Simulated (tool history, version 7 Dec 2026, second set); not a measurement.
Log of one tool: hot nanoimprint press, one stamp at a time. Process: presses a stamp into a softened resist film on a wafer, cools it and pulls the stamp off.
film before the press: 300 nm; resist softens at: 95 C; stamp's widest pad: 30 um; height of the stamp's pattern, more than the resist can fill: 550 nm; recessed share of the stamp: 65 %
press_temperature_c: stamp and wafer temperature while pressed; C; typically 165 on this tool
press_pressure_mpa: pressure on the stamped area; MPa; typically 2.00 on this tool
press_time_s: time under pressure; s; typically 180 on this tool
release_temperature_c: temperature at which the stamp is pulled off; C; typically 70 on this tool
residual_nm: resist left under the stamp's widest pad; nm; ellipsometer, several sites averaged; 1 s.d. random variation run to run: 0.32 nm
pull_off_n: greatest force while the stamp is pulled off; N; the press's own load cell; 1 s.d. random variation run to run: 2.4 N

Run 1, hour 0.0: usual settings. Result: residual_nm 164.3 nm, pull_off_n 147 N.
Run 2, hour 10.8: usual settings but press_time_s 103 s. Result: residual_nm 192.1 nm, pull_off_n 149 N.
Run 3, hour 20.1: usual settings. Result: residual_nm 164.0 nm, pull_off_n 149 N.
Run 4, hour 27.8: usual settings. Result: residual_nm 163.8 nm, pull_off_n 149 N.
Run 5, hour 38.1: usual settings but press_temperature_c 159 C. Result: residual_nm 195.0 nm, pull_off_n 147 N.
Run 6, hour 46.3: usual settings but press_temperature_c 159 C. Result: residual_nm 194.9 nm, pull_off_n 150 N.
Run 7, hour 56.8: usual settings but press_temperature_c 159 C. Result: residual_nm 194.6 nm, pull_off_n 150 N.
Run 8, hour 67.7: usual settings but press_temperature_c 162 C. Result: residual_nm 178.5 nm, pull_off_n 153 N.
Run 9, hour 73.3: usual settings but press_temperature_c 162 C. Result: residual_nm 179.0 nm, pull_off_n 152 N.
Run 10, hour 78.4: usual settings but press_temperature_c 162 C. Result: residual_nm 178.8 nm, pull_off_n 154 N.
Run 11, hour 89.2: usual settings but press_temperature_c 162 C. Result: residual_nm 178.0 nm, pull_off_n 155 N.
Run 12, hour 97.7: usual settings but press_temperature_c 162 C. Result: residual_nm 178.3 nm, pull_off_n 162 N.
Run 13, hour 104.3: usual settings but press_temperature_c 162 C. Result: residual_nm 178.2 nm, pull_off_n 155 N.
Run 14, hour 114.1: usual settings but press_temperature_c 162 C. Result: residual_nm 178.4 nm, pull_off_n 152 N.
Run 15, hour 123.0: usual settings but press_temperature_c 170 C. Result: residual_nm 140.4 nm, pull_off_n 155 N.
Run 16, hour 129.8: usual settings but press_temperature_c 158 C, press_pressure_mpa 1.98 MPa, press_time_s 279 s, release_temperature_c 65 C. Result: residual_nm 178.1 nm, pull_off_n 173 N.
Run 17, hour 139.9: usual settings but press_pressure_mpa 1.32 MPa, press_time_s 117 s, release_temperature_c 75 C. Result: residual_nm 217.4 nm, pull_off_n 140 N.
Run 18, hour 144.9: usual settings but press_pressure_mpa 1.32 MPa, press_time_s 117 s, release_temperature_c 75 C. Result: residual_nm 217.8 nm, pull_off_n 138 N.
Run 19, hour 155.5: usual settings but press_time_s 336 s, release_temperature_c 63 C. Result: residual_nm 132.9 nm, pull_off_n 173 N.
Run 20, hour 165.8: usual settings but press_time_s 336 s, release_temperature_c 63 C. Result: residual_nm 132.9 nm, pull_off_n 181 N.
Run 21, hour 174.0: usual settings but press_temperature_c 171 C, press_pressure_mpa 1.46 MPa, press_time_s 135 s, release_temperature_c 66 C. Result: residual_nm 174.5 nm, pull_off_n 165 N.
Run 22, hour 184.9: usual settings but press_temperature_c 171 C, press_pressure_mpa 1.46 MPa, press_time_s 135 s, release_temperature_c 66 C. Result: residual_nm 174.9 nm, pull_off_n 171 N.
Run 23, hour 195.6: usual settings but press_temperature_c 168 C, press_pressure_mpa 1.32 MPa, press_time_s 135 s, release_temperature_c 66 C. Result: residual_nm 195.6 nm, pull_off_n 177 N.
Run 24, hour 200.1: usual settings but press_temperature_c 157 C. Result: residual_nm 203.8 nm, pull_off_n 158 N.
Run 25, hour 209.4: usual settings but press_temperature_c 157 C, press_pressure_mpa 2.86 MPa, press_time_s 112 s. Result: residual_nm 199.6 nm, pull_off_n 158 N.
Run 26, hour 217.7: usual settings but press_temperature_c 167 C, press_pressure_mpa 3.05 MPa, press_time_s 212 s. Result: residual_nm 115.6 nm, pull_off_n 159 N.
Run 27, hour 227.9: usual settings but press_pressure_mpa 2.24 MPa, release_temperature_c 71 C. Result: residual_nm 153.0 nm, pull_off_n 154 N.
Run 28, hour 236.1: usual settings but press_pressure_mpa 2.53 MPa, release_temperature_c 65 C. Result: residual_nm 143.9 nm, pull_off_n 182 N.
Run 29, hour 240.7: usual settings but press_pressure_mpa 2.53 MPa, release_temperature_c 65 C. Result: residual_nm 144.0 nm, pull_off_n 179 N.
Run 30, hour 245.7: usual settings but press_temperature_c 154 C, press_time_s 137 s, release_temperature_c 67 C. Result: residual_nm 233.2 nm, pull_off_n 174 N.

Hidden state or all else? Some run-to-run changes of residual_nm, split into what the settings, what came in and random variation would give without the hidden state, and what is left for the hidden state (with any gauge scatter that isn't in both results):
The hidden state here: true temperature over the reading, C; pressure that arrives at the usual setting, %; grip of the stamp's worn release coat, % over a new coat's; drift of the gauge itself on residual_nm, %; drift of the gauge itself on pull_off_n, %.
Run 15 -> 16: press_temperature_c 170 -> 158, press_pressure_mpa 2.00 -> 1.98, press_time_s 180 -> 279, release_temperature_c 70 -> 65. residual_nm +37.7 nm: hidden state -1.1, all else +38.8.
Run 18 -> 19: press_pressure_mpa 1.32 -> 2.00, press_time_s 117 -> 336, release_temperature_c 75 -> 63. residual_nm -84.9 nm: hidden state +0.6, all else -85.5.
Run 25 -> 26: press_temperature_c 157 -> 167, press_pressure_mpa 2.86 -> 3.05, press_time_s 112 -> 212. residual_nm -84.0 nm: hidden state +1.2, all else -85.2.
Run 26 -> 27: press_temperature_c 167 -> 165, press_pressure_mpa 3.05 -> 2.24, press_time_s 212 -> 180, release_temperature_c 70 -> 71. residual_nm +37.4 nm: hidden state -1.2, all else +38.6.
Run 29 -> 30: press_temperature_c 165 -> 154, press_pressure_mpa 2.53 -> 2.00, press_time_s 180 -> 137, release_temperature_c 65 -> 67. residual_nm +89.2 nm: hidden state -1.1, all else +90.3.
